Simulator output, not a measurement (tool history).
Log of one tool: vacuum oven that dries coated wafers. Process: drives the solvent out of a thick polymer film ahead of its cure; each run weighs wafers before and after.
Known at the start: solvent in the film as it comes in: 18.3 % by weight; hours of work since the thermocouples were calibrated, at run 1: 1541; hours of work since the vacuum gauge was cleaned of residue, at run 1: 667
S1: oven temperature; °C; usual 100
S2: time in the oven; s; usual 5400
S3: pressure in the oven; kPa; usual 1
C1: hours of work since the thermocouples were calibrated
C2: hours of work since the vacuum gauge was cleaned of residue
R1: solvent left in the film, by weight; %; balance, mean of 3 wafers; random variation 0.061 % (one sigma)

run 1 hour=0 | S1=100 S2=5400 S3=1 | C1=1541 C2=667 | R1=3.97
run 2 hour=58.2 | S1=115 S2=5400 S3=1 | C1=1584 C2=710 | R1=1.86
run 3 hour=137.3 | S1=115 S2=5400 S3=1 | C1=1642 C2=768 | R1=1.76
run 4 hour=196.3 | S1=100 S2=5400 S3=0.82 | C1=1685 C2=811 | R1=3.68
run 5 hour=261.9 | S1=100 S2=5400 S3=0.82 | C1=1733 C2=859 | R1=3.82
run 6 hour=301.2 | S1=100 S2=5400 S3=0.82 | C1=1762 C2=888 | R1=3.75
-- hour=323.7 oven's thermocouples calibrated
run 7 hour=341.3 | S1=100 S2=5400 S3=0.82 | C1=13 C2=916 | R1=3.5
run 8 hour=384.6 | S1=100 S2=2880 S3=1 | C1=45 C2=948 | R1=6.39
run 9 hour=460.1 | S1=100 S2=8280 S3=1 | C1=100 C2=1003 | R1=2.77
run 10 hour=498.5 | S1=104 S2=5400 S3=1 | C1=128 C2=1031 | R1=3.03
run 11 hour=540.5 | S1=104 S2=5400 S3=1 | C1=159 C2=1062 | R1=3.06
run 12 hour=584.4 | S1=104 S2=5400 S3=1 | C1=191 C2=1094 | R1=3.06
run 13 hour=657.6 | S1=100 S2=5400 S3=1 | C1=245 C2=1148 | R1=3.8
run 14 hour=690.4 | S1=100 S2=5400 S3=1 | C1=269 C2=1172 | R1=3.78
run 15 hour=732.6 | S1=100 S2=5400 S3=1 | C1=300 C2=1203 | R1=3.82
run 16 hour=808.8 | S1=100 S2=2820 S3=1 | C1=356 C2=1259 | R1=6.63
run 17 hour=848.7 | S1=89 S2=6720 S3=0.72 | C1=385 C2=1288 | R1=5.04
run 18 hour=921.9 | S1=106 S2=3900 S3=0.84 | C1=439 C2=1342 | R1=3.58
run 19 hour=958.2 | S1=100 S2=8220 S3=1.15 | C1=465 C2=1368 | R1=3.18
run 20 hour=1008.8 | S1=100 S2=4800 S3=0.61 | C1=502 C2=1405 | R1=3.68
run 21 hour=1075.8 | S1=100 S2=4800 S3=0.61 | C1=552 C2=1455 | R1=3.65
run 22 hour=1142 | S1=100 S2=4800 S3=1.92 | C1=600 C2=1503 | R1=6.12
run 23 hour=1214.6 | S1=100 S2=4800 S3=1.57 | C1=653 C2=1556 | R1=5.39
run 24 hour=1288.6 | S1=104 S2=5700 S3=3.27 | C1=708 C2=1611 | R1=6.97
run 25 hour=1353.3 | S1=107 S2=3840 S3=3.27 | C1=755 C2=1658 | R1=7.1
run 26 hour=1410.8 | S1=100 S2=6120 S3=1 | C1=797 C2=1700 | R1=3.73
run 27 hour=1489.6 | S1=91 S2=6120 S3=1 | C1=855 C2=1758 | R1=5.76
run 28 hour=1551.5 | S1=91 S2=6120 S3=1 | C1=900 C2=1803 | R1=5.79
run 29 hour=1632.1 | S1=100 S2=5820 S3=0.53 | C1=959 C2=1862 | R1=3.07

3 ways to go on from here, each from the tool as it stands after run 29. What would each give?
run A hour=1668 | S1=97 S2=3060 S3=1.36 | C1=986 C2=1889 | R1=?
run B hour=1668 | S1=100 S2=7020 S3=0.87 | C1=986 C2=1889 | R1=?
run C hour=1668 | S1=100 S2=5880 S3=0.72 | C1=986 C2=1889 | R1=?

run=A R1=7.81
run=B R1=3.21
run=C R1=3.34
Without the tool's hidden state the same runs would have given:
run=A R1=7.21
run=B R1=2.61
run=C R1=2.74
